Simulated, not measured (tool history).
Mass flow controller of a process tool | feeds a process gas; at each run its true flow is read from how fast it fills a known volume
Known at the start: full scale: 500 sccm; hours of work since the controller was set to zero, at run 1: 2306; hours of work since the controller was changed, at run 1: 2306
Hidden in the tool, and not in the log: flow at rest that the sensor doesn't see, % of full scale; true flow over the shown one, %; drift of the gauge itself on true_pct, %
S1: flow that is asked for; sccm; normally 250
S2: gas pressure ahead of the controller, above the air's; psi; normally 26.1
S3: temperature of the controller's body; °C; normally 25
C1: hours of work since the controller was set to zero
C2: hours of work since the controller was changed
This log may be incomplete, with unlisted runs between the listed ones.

run 1 hour=0.0 | S1=250 S2=26.1 S3=25 | C1=2306 C2=2306 | true_flow_(%)=99.70
run 2 hour=351.6 | S1=250 S2=26.1 S3=25 | C1=2442 C2=2442 | true_flow_(%)=99.71
run 3 hour=646.3 | S1=250 S2=26.1 S3=25 | C1=2557 C2=2557 | true_flow_(%)=99.84
run 4 hour=956.5 | S1=250 S2=26.1 S3=25 | C1=2678 C2=2678 | true_flow_(%)=99.76
run 5 hour=1242.9 | S1=250 S2=26.1 S3=25 | C1=2789 C2=2789 | true_flow_(%)=99.74
run 6 hour=1482.9 | S1=250 S2=26.1 S3=25 | C1=2882 C2=2882 | true_flow_(%)=99.75
run 7 hour=1775.9 | S1=311 S2=26.1 S3=25 | C1=2996 C2=2996 | true_flow_(%)=99.90
run 8 hour=1948.5 | S1=311 S2=26.1 S3=25 | C1=3064 C2=3064 | true_flow_(%)=99.86
run 9 hour=2167.7 | S1=250 S2=26.1 S3=25 | C1=3149 C2=3149 | true_flow_(%)=99.72
run 10 hour=2527.7 | S1=250 S2=26.1 S3=25 | C1=3289 C2=3289 | true_flow_(%)=99.59
run 11 hour=2733.9 | S1=250 S2=26.1 S3=25 | C1=3369 C2=3369 | true_flow_(%)=99.81
run 12 hour=2955.5 | S1=250 S2=26.1 S3=25 | C1=3455 C2=3455 | true_flow_(%)=99.79
run 13 hour=3258.0 | S1=250 S2=26.1 S3=25 | C1=3573 C2=3573 | true_flow_(%)=99.75
run 14 hour=3609.4 | S1=246 S2=28.9 S3=25 | C1=3710 C2=3710 | true_flow_(%)=99.51
run 15 hour=3775.9 | S1=246 S2=28.9 S3=25 | C1=3775 C2=3775 | true_flow_(%)=99.57
run 16 hour=4096.6 | S1=451 S2=31.8 S3=26 | C1=3899 C2=3899 | true_flow_(%)=99.78
run 17 hour=4460.2 | S1=451 S2=31.8 S3=26 | C1=4041 C2=4041 | true_flow_(%)=99.69
run 18 hour=4625.2 | S1=100 S2=26.7 S3=25 | C1=4105 C2=4105 | true_flow_(%)=99.44
run 19 hour=4943.4 | S1=100 S2=26.7 S3=25 | C1=4229 C2=4229 | true_flow_(%)=99.47
run 20 hour=5231.3 | S1=100 S2=26.7 S3=25 | C1=4341 C2=4341 | true_flow_(%)=99.39
run 21 hour=5494.7 | S1=353 S2=21.8 S3=25 | C1=4443 C2=4443 | true_flow_(%)=100.13
run 22 hour=5870.9 | S1=252 S2=21.8 S3=40 | C1=4590 C2=4590 | true_flow_(%)=98.58
run 23 hour=6230.1 | S1=409 S2=36.3 S3=20 | C1=4729 C2=4729 | true_flow_(%)=99.98

Below are 5 alternative next runs, each starting from the tool's condition after run 23. Predict each:
run A hour=6545.7 | S1=250 S2=26.1 S3=23 | C1=4852 C2=4852 | true_flow_(%)=?
run B hour=6545.7 | S1=63 S2=38.6 S3=34 | C1=4852 C2=4852 | true_flow_(%)=?
run C hour=6545.7 | S1=57 S2=26.4 S3=39 | C1=4852 C2=4852 | true_flow_(%)=?
run D hour=6545.7 | S1=424 S2=39.6 S3=23 | C1=4852 C2=4852 | true_flow_(%)=?
run E hour=6545.7 | S1=250 S2=39.7 S3=25 | C1=4852 C2=4852 | true_flow_(%)=?

run=A true_flow_(%)=99.88
run=B true_flow_(%)=98.00
run=C true_flow_(%)=97.98
run=D true_flow_(%)=99.51
run=E true_flow_(%)=99.09
The same runs, with their run-to-run variation unchanged, on a tool lacking any hidden condition would have given:
run=A true_flow_(%)=99.90
run=B true_flow_(%)=98.05
run=C true_flow_(%)=98.04
run=D true_flow_(%)=99.53
run=E true_flow_(%)=99.11

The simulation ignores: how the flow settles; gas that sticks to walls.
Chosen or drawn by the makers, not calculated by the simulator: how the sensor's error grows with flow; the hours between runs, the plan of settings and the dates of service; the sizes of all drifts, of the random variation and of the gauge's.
